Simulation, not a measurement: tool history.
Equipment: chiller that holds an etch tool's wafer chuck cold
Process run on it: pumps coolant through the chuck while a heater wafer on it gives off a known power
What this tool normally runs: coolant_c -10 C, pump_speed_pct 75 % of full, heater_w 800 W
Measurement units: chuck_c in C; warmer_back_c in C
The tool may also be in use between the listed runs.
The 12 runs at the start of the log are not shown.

| run | hour | coolant_c | pump_speed_pct | heater_w | hours since the coolant was changed and the channels were flushed | hours since the pump was overhauled | hours since the chiller's thermometer was calibrated | chuck_c | warmer_back_c |
|---|---|---|---|---|---|---|---|---|---|
| 13 | 2054.5 | -10 | 70 | 800 | 6746 | 7367 | 2237 | -4.0 | 2.29 |
| 14 | 2245.2 | -10 | 70 | 800 | 6937 | 7558 | 2427 | -3.9 | 2.30 |
| 15 | 2368.3 | -10 | 70 | 800 | 7060 | 7681 | 2550 | -3.8 | 2.33 |
|  | 2498.3 | coolant pump overhauled |
| 16 | 2515.0 | -10 | 70 | 800 | 7202 | 17 | 2692 | -4.3 | 2.06 |
| 17 | 2705.7 | -10 | 75 | 800 | 7392 | 207 | 2883 | -4.5 | 1.90 |
| 18 | 2838.5 | -15 | 75 | 800 | 7525 | 340 | 3016 | -9.6 | 1.91 |
|  | 2938.1 | chiller's thermometer calibrated |
| 19 | 2997.8 | -15 | 75 | 800 | 7683 | 498 | 60 | -9.5 | 1.85 |
| 20 | 3137.6 | -13 | 96 | 876 | 7823 | 638 | 200 | -7.7 | 1.58 |
| 21 | 3280.2 | -8 | 61 | 800 | 7966 | 781 | 342 | -1.6 | 2.30 |
| 22 | 3483.4 | -18 | 76 | 800 | 8169 | 984 | 545 | -12.1 | 1.84 |
| 23 | 3648.3 | -9 | 76 | 698 | 8334 | 1149 | 710 | -3.9 | 1.65 |
|  | 3829.6 | coolant changed, channels flushed |
| 24 | 3870.5 | -6 | 75 | 518 | 41 | 1365 | 926 | -3.0 | 1.23 |
| 25 | 3977.9 | -10 | 92 | 886 | 148 | 1473 | 1034 | -5.3 | 1.77 |
| 26 | 4133.7 | -7 | 97 | 472 | 304 | 1628 | 1190 | -4.7 | 0.89 |
| 27 | 4286.6 | -16 | 82 | 850 | 457 | 1781 | 1342 | -11.0 | 1.88 |
| 28 | 4422.5 | -5 | 62 | 916 | 593 | 1917 | 1478 | 1.2 | 2.72 |
| 29 | 4631.7 | -5 | 62 | 916 | 802 | 2126 | 1688 | 1.4 | 2.72 |
| 30 | 4793.1 | -8 | 91 | 916 | 964 | 2288 | 1849 | -2.9 | 1.87 |
| 31 | 4923.5 | -10 | 84 | 800 | 1094 | 2418 | 1979 | -5.4 | 1.75 |
| 32 | 5093.0 | -10 | 84 | 800 | 1263 | 2588 | 2149 | -5.4 | 1.75 |
| 33 | 5270.9 | -12 | 89 | 800 | 1441 | 2766 | 2327 | -7.6 | 1.60 |

Below are 3 alternative next runs, each starting from the tool's condition after run 33. Predict each:
| A | 5447.9 | -7 | 90 | 800 | 1618 | 2943 | 2504 | ? | ? |
| B | 5447.9 | -10 | 75 | 910 | 1618 | 2943 | 2504 | ? | ? |
| C | 5447.9 | -15 | 89 | 800 | 1618 | 2943 | 2504 | ? | ? |

| run | chuck_c | warmer_back_c |
|---|---|---|
| A | -2.8 | 1.65 |
| B | -4.3 | 2.28 |
| C | -10.7 | 1.63 |
Take away the tool's hidden state, keep each run's random variation, and the runs would have read:
| run | chuck_c | warmer_back_c |
|---|---|---|
| A | -2.6 | 1.56 |
| B | -4.2 | 2.15 |
| C | -10.6 | 1.53 |
